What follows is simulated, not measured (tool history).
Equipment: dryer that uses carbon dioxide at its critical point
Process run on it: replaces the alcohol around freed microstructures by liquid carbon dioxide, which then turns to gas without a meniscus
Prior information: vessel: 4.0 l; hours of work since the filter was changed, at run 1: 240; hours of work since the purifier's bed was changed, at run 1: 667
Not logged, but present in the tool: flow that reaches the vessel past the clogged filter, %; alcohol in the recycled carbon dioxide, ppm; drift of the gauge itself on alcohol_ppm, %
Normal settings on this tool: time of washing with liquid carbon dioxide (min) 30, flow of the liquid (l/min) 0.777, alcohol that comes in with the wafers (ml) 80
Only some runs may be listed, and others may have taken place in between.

run    hour  time of washing with liquid carbon dioxide (min)  flow of the liquid (l/min)  alcohol that comes in with the wafers (ml)  hours of work since the filter was changed  hours of work since the purifier's bed was changed  alcohol left in the vessel before it's heated (ppm by volume)
  1     0.0                                                30                       0.777                                          80                                         240                                                 667                                                            141
  2    26.2                                                30                       0.777                                          42                                         257                                                 684                                                            101
  3    44.1                                                30                       0.777                                          80                                         268                                                 696                                                            142
  4    64.7                                                30                       0.924                                          80                                         281                                                 709                                                             73
  5   101.6                                                30                       0.924                                          80                                         305                                                 732                                                             79
  6   125.7                                                30                       0.924                                          80                                         320                                                 748                                                             94
  7   158.9                                                30                       0.924                                          80                                         341                                                 769                                                             84
  8   191.5                                                27                       0.924                                          80                                         362                                                 790                                                            125
      214.6  -- inlet filter changed
  9   215.5                                                27                       0.924                                          80                                           1                                                 804                                                             83
 10   247.0                                                27                       0.924                                          93                                          21                                                 824                                                             96
 11   266.0                                                27                       0.924                                          93                                          33                                                 836                                                            112
 12   286.5                                                27                       0.924                                          93                                          46                                                 849                                                            102
 13   305.5                                                27                       0.924                                          20                                          58                                                 862                                                             69
 14   334.5                                                27                       0.924                                          20                                          76                                                 880                                                             59
 15   365.1                                                30                       0.777                                          80                                          96                                                 900                                                            128
 16   388.4                                                30                       0.777                                         119                                         111                                                 914                                                            181
 17   416.1                                                30                       0.777                                          71                                         128                                                 932                                                            122
 18   441.5                                                30                       0.777                                          76                                         145                                                 948                                                            129
 19   473.5                                                30                       0.777                                          76                                         165                                                 969                                                            128
 20   505.6                                                30                       0.472                                          80                                         186                                                 989                                                            796
 21   538.5                                                30                       1.253                                          80                                         207                                                1010                                                             57
 22   563.5                                                30                       0.777                                          57                                         222                                                1026                                                            115
 23   603.4                                                22                       0.777                                          76                                         248                                                1052                                                            474
 24   621.3                                                22                       0.777                                          76                                         259                                                1063                                                            460
 25   650.5                                                22                       0.777                                          76                                         278                                                1082                                                            479
 26   670.3                                                22                       0.777                                          76                                         291                                                1094                                                            487
 27   693.7                                                26                       0.623                                          20                                         306                                                1109                                                            183
 28   727.7                                                30                       0.845                                          80                                         327                                                1131                                                            132
 29   761.2                                                30                       0.545                                          28                                         349                                                1152                                                            244
 30   791.1                                                24                       1.043                                          79                                         368                                                1171                                                            153
      807.3  -- inlet filter changed
 31   823.6                                                26                       1.213                                          71                                          10                                                1191                                                             66
 32   850.4                                                26                       1.213                                          71                                          27                                                1208                                                             68
 33   876.3                                                28                       0.583                                          80                                          44                                                1225                                                            446
 34   907.3                                                43                       1.130                                          78                                          64                                                1245                                                             62
 35   930.9                                                43                       1.130                                          78                                          79                                                1260                                                             60
 36   954.8                                                30                       0.602                                          59                                          94                                                1275                                                            250
 37   988.8                                                30                       0.585                                          80                                         116                                                1297                                                            360
 38  1028.0                                                30                       0.986                                          80                                         141                                                1322                                                             76
 39  1068.0                                                30                       0.986                                          80                                         166                                                1347                                                             81
 40  1090.3                                                18                       0.496                                          45                                         180                                                1361                                                           1436
 41  1128.6                                                18                       0.496                                          45                                         205                                                1386                                                           1452
 42  1149.3                                                28                       0.496                                          53                                         218                                                1399                                                            625
 43  1174.0                                                24                       0.643                                          65                                         234                                                1415                                                            538

Consider 5 possible next runs. They are alternatives, not a sequence: every one starts from the tool as it was left by run 43. What does each give?
  A  1197.8                                                30                       0.777                                          78                                         249                                                1430                                                              ?
  B  1197.8                                                37                       0.643                                          65                                         249                                                1430                                                              ?
  C  1197.8                                                48                       0.643                                          58                                         249                                                1430                                                              ?
  D  1197.8                                                30                       1.118                                          32                                         249                                                1430                                                              ?
  E  1197.8                                                32                       0.643                                          40                                         249                                                1430                                                              ?

run  alcohol left in the vessel before it's heated (ppm by volume)
  A                                                            161
  B                                                            138
  C                                                             74
  D                                                             77
  E                                                            156
Take away the tool's hidden state, keep each run's random variation, and the runs would have read:
run  alcohol left in the vessel before it's heated (ppm by volume)
  A                                                             68
  B                                                             54
  C                                                              9
  D                                                             17
  E                                                             66

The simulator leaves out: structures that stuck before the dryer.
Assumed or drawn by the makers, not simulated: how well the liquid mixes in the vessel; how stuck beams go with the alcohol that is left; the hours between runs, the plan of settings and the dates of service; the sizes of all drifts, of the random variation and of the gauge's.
